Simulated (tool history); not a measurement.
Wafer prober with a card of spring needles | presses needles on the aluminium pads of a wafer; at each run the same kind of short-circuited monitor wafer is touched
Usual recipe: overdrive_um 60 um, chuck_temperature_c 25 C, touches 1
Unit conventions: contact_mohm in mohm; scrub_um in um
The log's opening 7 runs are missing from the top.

{"hour": 358.2, "done": "tips cleaned on abrasive film"}
{"run": 8, "hour": 380.8, "overdrive_um": 60, "chuck_temperature_c": 25, "touches": 1, "contact_mohm": 147, "scrub_um": 12.12}
{"run": 9, "hour": 412.7, "overdrive_um": 60, "chuck_temperature_c": 25, "touches": 1, "contact_mohm": 155, "scrub_um": 12.1}
{"hour": 418.2, "done": "tips cleaned on abrasive film"}
{"hour": 474.2, "done": "tips cleaned on abrasive film"}
{"run": 10, "hour": 476.1, "overdrive_um": 60, "chuck_temperature_c": 25, "touches": 1, "contact_mohm": 128, "scrub_um": 12.09}
{"run": 11, "hour": 511.3, "overdrive_um": 60, "chuck_temperature_c": 25, "touches": 2, "contact_mohm": 140, "scrub_um": 12.08}
{"hour": 530.0, "done": "tips cleaned on abrasive film"}
{"run": 12, "hour": 548.9, "overdrive_um": 60, "chuck_temperature_c": 25, "touches": 2, "contact_mohm": 133, "scrub_um": 12.04}
{"hour": 590.9, "done": "tips cleaned on abrasive film"}
{"run": 13, "hour": 613.4, "overdrive_um": 60, "chuck_temperature_c": 25, "touches": 2, "contact_mohm": 138, "scrub_um": 12.06}
{"hour": 652.2, "done": "tips cleaned on abrasive film"}
{"run": 14, "hour": 663.1, "overdrive_um": 60, "chuck_temperature_c": 30, "touches": 1, "contact_mohm": 136, "scrub_um": 12.06}
{"hour": 708.0, "done": "tips cleaned on abrasive film"}
{"run": 15, "hour": 716.6, "overdrive_um": 60, "chuck_temperature_c": 30, "touches": 1, "contact_mohm": 140, "scrub_um": 12.05}
{"run": 16, "hour": 750.7, "overdrive_um": 60, "chuck_temperature_c": 30, "touches": 1, "contact_mohm": 156, "scrub_um": 12.01}
{"hour": 765.3, "done": "tips cleaned on abrasive film"}
{"run": 17, "hour": 809.0, "overdrive_um": 60, "chuck_temperature_c": 30, "touches": 1, "contact_mohm": 155, "scrub_um": 12}
{"hour": 813.2, "done": "height of the first contact set anew"}
{"hour": 823.2, "done": "tips cleaned on abrasive film"}
{"run": 18, "hour": 841.5, "overdrive_um": 60, "chuck_temperature_c": 30, "touches": 1, "contact_mohm": 144, "scrub_um": 12.31}
{"hour": 881.5, "done": "tips cleaned on abrasive film"}
{"run": 19, "hour": 886.3, "overdrive_um": 68, "chuck_temperature_c": 112, "touches": 1, "contact_mohm": 138, "scrub_um": 13.98}
{"run": 20, "hour": 926.1, "overdrive_um": 60, "chuck_temperature_c": 48, "touches": 3, "contact_mohm": 136, "scrub_um": 12.32}
{"hour": 941.9, "done": "tips cleaned on abrasive film"}
{"run": 21, "hour": 996.2, "overdrive_um": 60, "chuck_temperature_c": 48, "touches": 3, "contact_mohm": 133, "scrub_um": 12.34}
{"hour": 1003.2, "done": "tips cleaned on abrasive film"}
{"run": 22, "hour": 1055.3, "overdrive_um": 49, "chuck_temperature_c": 44, "touches": 2, "contact_mohm": 152, "scrub_um": 10.02}
{"hour": 1061.5, "done": "tips cleaned on abrasive film"}
{"hour": 1118.8, "done": "tips cleaned on abrasive film"}
{"run": 23, "hour": 1131.9, "overdrive_um": 47, "chuck_temperature_c": 65, "touches": 1, "contact_mohm": 162, "scrub_um": 9.59}
{"run": 24, "hour": 1172.1, "overdrive_um": 77, "chuck_temperature_c": 31, "touches": 1, "contact_mohm": 139, "scrub_um": 15.82}
{"hour": 1179.1, "done": "tips cleaned on abrasive film"}
{"run": 25, "hour": 1219.7, "overdrive_um": 44, "chuck_temperature_c": 73, "touches": 2, "contact_mohm": 165, "scrub_um": 8.93}
{"hour": 1237.1, "done": "tips cleaned on abrasive film"}
{"run": 26, "hour": 1278.6, "overdrive_um": 50, "chuck_temperature_c": 53, "touches": 2, "contact_mohm": 155, "scrub_um": 10.16}
{"hour": 1296.9, "done": "tips cleaned on abrasive film"}
{"run": 27, "hour": 1329.8, "overdrive_um": 50, "chuck_temperature_c": 101, "touches": 2, "contact_mohm": 159, "scrub_um": 10.14}
{"hour": 1357.4, "done": "tips cleaned on abrasive film"}
{"run": 28, "hour": 1404.4, "overdrive_um": 50, "chuck_temperature_c": 89, "touches": 2, "contact_mohm": 160, "scrub_um": 10.14}
{"hour": 1417.8, "done": "tips cleaned on abrasive film"}
{"run": 29, "hour": 1460.2, "overdrive_um": 66, "chuck_temperature_c": 39, "touches": 1, "contact_mohm": 151, "scrub_um": 13.44}
{"hour": 1477.3, "done": "tips cleaned on abrasive film"}
{"run": 30, "hour": 1527.8, "overdrive_um": 60, "chuck_temperature_c": 115, "touches": 1, "contact_mohm": 163, "scrub_um": 12.22}
{"hour": 1538.5, "done": "tips cleaned on abrasive film"}
{"run": 31, "hour": 1577.5, "overdrive_um": 70, "chuck_temperature_c": 28, "touches": 1, "contact_mohm": 145, "scrub_um": 14.23}
{"hour": 1596.7, "done": "tips cleaned on abrasive film"}
{"run": 32, "hour": 1610.5, "overdrive_um": 70, "chuck_temperature_c": 28, "touches": 1, "contact_mohm": 135, "scrub_um": 14.2}

Each row is a separate what-if for the run after 32, all from the same tool condition, not one after another. Results?
{"hour": 1655.5, "done": "tips cleaned on abrasive film"}
{"run": "A", "hour": 1661.0, "overdrive_um": 60, "chuck_temperature_c": 98, "touches": 2, "contact_mohm": "?", "scrub_um": "?"}
{"hour": 1655.5, "done": "tips cleaned on abrasive film"}
{"run": "B", "hour": 1661.0, "overdrive_um": 70, "chuck_temperature_c": 51, "touches": 2, "contact_mohm": "?", "scrub_um": "?"}
{"hour": 1655.5, "done": "tips cleaned on abrasive film"}
{"run": "C", "hour": 1661.0, "overdrive_um": 70, "chuck_temperature_c": 105, "touches": 3, "contact_mohm": "?", "scrub_um": "?"}
{"hour": 1655.5, "done": "tips cleaned on abrasive film"}
{"run": "D", "hour": 1661.0, "overdrive_um": 67, "chuck_temperature_c": 87, "touches": 2, "contact_mohm": "?", "scrub_um": "?"}
{"hour": 1655.5, "done": "tips cleaned on abrasive film"}
{"run": "E", "hour": 1661.0, "overdrive_um": 65, "chuck_temperature_c": 29, "touches": 2, "contact_mohm": "?", "scrub_um": "?"}

run=A contact_mohm=138 scrub_um=12.15
run=B contact_mohm=125 scrub_um=14.17
run=C contact_mohm=132 scrub_um=14.19
run=D contact_mohm=133 scrub_um=13.55
run=E contact_mohm=124 scrub_um=13.21
Take away the tool's hidden state, keep each run's random variation, and the runs would have read:
run=A contact_mohm=129 scrub_um=12.39
run=B contact_mohm=118 scrub_um=14.42
run=C contact_mohm=127 scrub_um=14.44
run=D contact_mohm=125 scrub_um=13.79
run=E contact_mohm=116 scrub_um=13.45
